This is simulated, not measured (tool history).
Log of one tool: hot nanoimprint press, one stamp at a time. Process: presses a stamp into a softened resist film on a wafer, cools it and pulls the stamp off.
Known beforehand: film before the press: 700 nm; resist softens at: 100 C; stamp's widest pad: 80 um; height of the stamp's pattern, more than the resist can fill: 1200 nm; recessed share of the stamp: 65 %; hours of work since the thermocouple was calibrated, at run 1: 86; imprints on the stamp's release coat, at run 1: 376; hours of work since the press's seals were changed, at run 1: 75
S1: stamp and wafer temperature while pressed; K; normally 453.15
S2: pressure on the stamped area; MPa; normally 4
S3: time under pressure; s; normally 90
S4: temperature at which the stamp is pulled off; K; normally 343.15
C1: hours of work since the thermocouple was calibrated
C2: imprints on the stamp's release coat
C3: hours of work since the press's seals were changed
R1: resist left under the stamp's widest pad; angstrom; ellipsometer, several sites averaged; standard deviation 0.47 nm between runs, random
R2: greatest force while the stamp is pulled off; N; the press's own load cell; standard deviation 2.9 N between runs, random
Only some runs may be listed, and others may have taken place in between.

run	day	S1	S2	S3	S4	C1	C2	C3	R1	R2
1	0	453.15	4	90	343.15	86	376	75	2491	165
2	0.317	453.15	4	90	343.15	91	391	79	2483	162
3	0.662	453.15	4	90	343.15	96	408	84	2488	166
4	1.267	453.15	4	90	343.15	104	437	92	2479	166
5	1.733	453.15	4	90	343.15	111	460	99	2481	163
6	2.258	453.15	4	90	343.15	118	486	107	2486	159
7	2.779	453.15	4	90	343.15	126	511	114	2496	165
8	3.246	453.15	4	90	343.15	132	533	121	2491	162
# day 4.017: stamp cleaned and given a new release coat
9	4.017	453.15	4	90	343.15	140	0	128	2483	166
10	4.429	453.15	4	90	343.15	145	20	134	2495	159
11	4.808	453.15	2.95	90	343.15	151	38	139	2850	169
12	5.275	453.15	4	50	343.15	157	61	146	3160	165
13	5.55	453.15	5.89	90	343.15	161	74	150	2071	167
14	5.838	453.15	5.89	90	343.15	165	88	154	2077	160
15	6.15	453.15	5.89	90	343.15	170	103	158	2076	167
16	6.754	453.15	5.89	90	343.15	178	132	167	2067	165
17	7.217	453.15	4.11	90	341.15	185	155	173	2457	170
18	7.629	449.15	3.82	178	336.15	191	175	179	2188	182
19	7.896	461.15	3.64	166	347.15	195	188	183	1511	154
20	8.504	447.15	4	116	345.15	203	217	191	2752	159
21	8.904	453.15	3.74	90	330.15	209	236	197	2564	200
22	9.388	453.15	3.74	90	330.15	216	260	204	2566	202
23	9.729	460.15	2.81	108	338.15	221	276	209	2153	180
24	10.196	448.15	5.26	100	343.15	227	299	215	2499	160
25	10.5	448.15	5.26	100	343.15	231	314	220	2502	165
26	10.954	448.15	2.52	175	343.15	238	336	226	2757	163
27	11.338	453.15	4.46	57	343.15	243	354	232	2858	157
28	11.725	453.15	3.16	112	343.15	249	373	237	2528	161
29	12.05	457.15	3.16	112	339.15	253	389	242	2213	174

4 options for the next run, each taken on its own from the tool as it stands now. Forecast them:
A	12.662	457.15	3.16	103	339.15	262	419	250	?	?
B	12.662	455.15	3.6	52	339.15	262	419	250	?	?
C	12.662	444.15	4	51	346.15	262	419	250	?	?
D	12.662	451.15	3.16	174	341.15	262	419	250	?	?

run	R1	R2
A	2285	170
B	3056	175
C	4136	157
D	2249	174
Take away the tool's hidden state, keep each run's random variation, and the runs would have read:
run	R1	R2
A	2287	170
B	3057	174
C	4138	156
D	2251	174
